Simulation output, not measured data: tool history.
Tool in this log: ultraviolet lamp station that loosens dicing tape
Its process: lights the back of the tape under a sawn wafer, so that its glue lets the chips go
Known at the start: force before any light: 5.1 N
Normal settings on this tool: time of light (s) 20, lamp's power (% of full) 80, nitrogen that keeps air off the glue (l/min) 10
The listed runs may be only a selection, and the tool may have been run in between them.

run,hour,time of light (s),lamp's power (% of full),nitrogen that keeps air off the glue (l/min),force that peels the tape off (N),light that reached the tape (mJ/cm2)
1,0.0,20,80,10,0.402,408
2,11.8,20,80,10,0.410,409
3,24.2,20,80,10,0.437,410
4,36.5,20,87,10,0.342,442
5,44.5,20,87,10,0.350,441
6,54.5,27,80,10,0.205,539
7,72.9,20,80,7,0.559,397
8,90.8,11,80,7,1.493,221
9,104.5,11,80,7,1.433,220
10,121.3,20,80,10,0.434,400
11,132.8,20,80,10,0.436,400
12,140.9,20,80,10,0.440,395
13,152.3,20,80,10,0.440,393

Forecast run 14:
14,163.7,37,80,4,?,?

{"run 14": {"force that peels the tape off (N)": 0.246, "light that reached the tape (mJ/cm2)": 732}}
The same run, on a tool lacking any hidden state, would have yielded force that peels the tape off (N) 0.160, light that reached the tape (mJ/cm2) 883.
